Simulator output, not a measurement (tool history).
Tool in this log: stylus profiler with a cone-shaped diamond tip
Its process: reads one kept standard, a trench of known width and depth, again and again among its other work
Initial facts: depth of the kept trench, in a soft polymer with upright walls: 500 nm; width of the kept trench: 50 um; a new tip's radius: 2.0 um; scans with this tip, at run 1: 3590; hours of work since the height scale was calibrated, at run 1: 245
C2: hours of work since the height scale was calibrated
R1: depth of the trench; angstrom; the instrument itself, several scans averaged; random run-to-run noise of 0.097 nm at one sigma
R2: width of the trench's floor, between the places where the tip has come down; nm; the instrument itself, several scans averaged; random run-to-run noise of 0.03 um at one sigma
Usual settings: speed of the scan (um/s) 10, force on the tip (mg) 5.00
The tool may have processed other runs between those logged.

{"run": 1, "hour": 0.0, "speed of the scan (um/s)": 10, "force on the tip (mg)": 5.0, "scans with this tip": 3590, "C2": 245, "R1": 5063.7, "R2": 47140}
{"run": 2, "hour": 14.5, "speed of the scan (um/s)": 10, "force on the tip (mg)": 5.0, "scans with this tip": 3684, "C2": 251, "R1": 5065.8, "R2": 47230}
{"run": 3, "hour": 35.0, "speed of the scan (um/s)": 6, "force on the tip (mg)": 5.0, "scans with this tip": 3818, "C2": 260, "R1": 5064.3, "R2": 47200}
{"run": 4, "hour": 58.2, "speed of the scan (um/s)": 6, "force on the tip (mg)": 6.98, "scans with this tip": 3969, "C2": 270, "R1": 5081.0, "R2": 47250}
{"run": 5, "hour": 81.8, "speed of the scan (um/s)": 6, "force on the tip (mg)": 6.37, "scans with this tip": 4122, "C2": 281, "R1": 5076.0, "R2": 47200}
{"run": 6, "hour": 103.5, "speed of the scan (um/s)": 6, "force on the tip (mg)": 6.37, "scans with this tip": 4264, "C2": 290, "R1": 5074.4, "R2": 47250}
{"hour": 105.9, "done": "height scale calibrated on a step standard"}
{"run": 7, "hour": 121.9, "speed of the scan (um/s)": 6, "force on the tip (mg)": 6.37, "scans with this tip": 4380, "C2": 7, "R1": 5078.3, "R2": 47200}
{"run": 8, "hour": 134.7, "speed of the scan (um/s)": 10, "force on the tip (mg)": 5.0, "scans with this tip": 4463, "C2": 13, "R1": 5066.7, "R2": 47120}
{"run": 9, "hour": 154.2, "speed of the scan (um/s)": 10, "force on the tip (mg)": 2.88, "scans with this tip": 4590, "C2": 21, "R1": 5048.8, "R2": 47120}
{"run": 10, "hour": 173.3, "speed of the scan (um/s)": 10, "force on the tip (mg)": 5.69, "scans with this tip": 4714, "C2": 30, "R1": 5072.9, "R2": 47200}
{"run": 11, "hour": 187.7, "speed of the scan (um/s)": 23, "force on the tip (mg)": 5.0, "scans with this tip": 4808, "C2": 36, "R1": 5065.8, "R2": 47080}
{"run": 12, "hour": 205.0, "speed of the scan (um/s)": 25, "force on the tip (mg)": 3.37, "scans with this tip": 4921, "C2": 44, "R1": 5053.5, "R2": 47080}
{"run": 13, "hour": 229.8, "speed of the scan (um/s)": 25, "force on the tip (mg)": 3.37, "scans with this tip": 5082, "C2": 55, "R1": 5052.0, "R2": 47050}
{"hour": 236.2, "done": "height scale calibrated on a step standard, once more"}
{"run": 14, "hour": 248.2, "speed of the scan (um/s)": 3, "force on the tip (mg)": 3.37, "scans with this tip": 5199, "C2": 5, "R1": 5049.2, "R2": 47140}
{"run": 15, "hour": 261.5, "speed of the scan (um/s)": 3, "force on the tip (mg)": 3.37, "scans with this tip": 5286, "C2": 11, "R1": 5051.1, "R2": 47170}
{"run": 16, "hour": 271.6, "speed of the scan (um/s)": 39, "force on the tip (mg)": 2.49, "scans with this tip": 5351, "C2": 16, "R1": 5040.3, "R2": 46940}
{"run": 17, "hour": 283.3, "speed of the scan (um/s)": 8, "force on the tip (mg)": 3.09, "scans with this tip": 5427, "C2": 21, "R1": 5045.7, "R2": 47170}
{"run": 18, "hour": 305.7, "speed of the scan (um/s)": 4, "force on the tip (mg)": 10.59, "scans with this tip": 5573, "C2": 31, "R1": 5103.7, "R2": 47170}
{"run": 19, "hour": 322.2, "speed of the scan (um/s)": 3, "force on the tip (mg)": 1.74, "scans with this tip": 5680, "C2": 38, "R1": 5033.1, "R2": 47150}
{"run": 20, "hour": 346.1, "speed of the scan (um/s)": 3, "force on the tip (mg)": 1.74, "scans with this tip": 5836, "C2": 49, "R1": 5033.6, "R2": 47150}
{"run": 21, "hour": 364.9, "speed of the scan (um/s)": 13, "force on the tip (mg)": 2.77, "scans with this tip": 5959, "C2": 57, "R1": 5044.0, "R2": 47130}

Forecast each of these 5 alternatives for the next run:
{"run": "A", "hour": 381.7, "speed of the scan (um/s)": 12, "force on the tip (mg)": 3.22, "scans with this tip": 6068, "C2": 65, "R1": "?", "R2": "?"}
{"run": "B", "hour": 381.7, "speed of the scan (um/s)": 19, "force on the tip (mg)": 14.3, "scans with this tip": 6068, "C2": 65, "R1": "?", "R2": "?"}
{"run": "C", "hour": 381.7, "speed of the scan (um/s)": 15, "force on the tip (mg)": 2.09, "scans with this tip": 6068, "C2": 65, "R1": "?", "R2": "?"}
{"run": "D", "hour": 381.7, "speed of the scan (um/s)": 14, "force on the tip (mg)": 1.92, "scans with this tip": 6068, "C2": 65, "R1": "?", "R2": "?"}
{"run": "E", "hour": 381.7, "speed of the scan (um/s)": 11, "force on the tip (mg)": 4.96, "scans with this tip": 6068, "C2": 65, "R1": "?", "R2": "?"}

run=A R1=5048.3 R2=47100
run=B R1=5127.2 R2=47120
run=C R1=5036.2 R2=47130
run=D R1=5035.5 R2=47080
run=E R1=5062.6 R2=47130
Had the tool no hidden state, the same runs would have come out as:
run=A R1=5045.5 R2=47290
run=B R1=5124.3 R2=47320
run=C R1=5033.4 R2=47330
run=D R1=5032.6 R2=47270
run=E R1=5059.8 R2=47330

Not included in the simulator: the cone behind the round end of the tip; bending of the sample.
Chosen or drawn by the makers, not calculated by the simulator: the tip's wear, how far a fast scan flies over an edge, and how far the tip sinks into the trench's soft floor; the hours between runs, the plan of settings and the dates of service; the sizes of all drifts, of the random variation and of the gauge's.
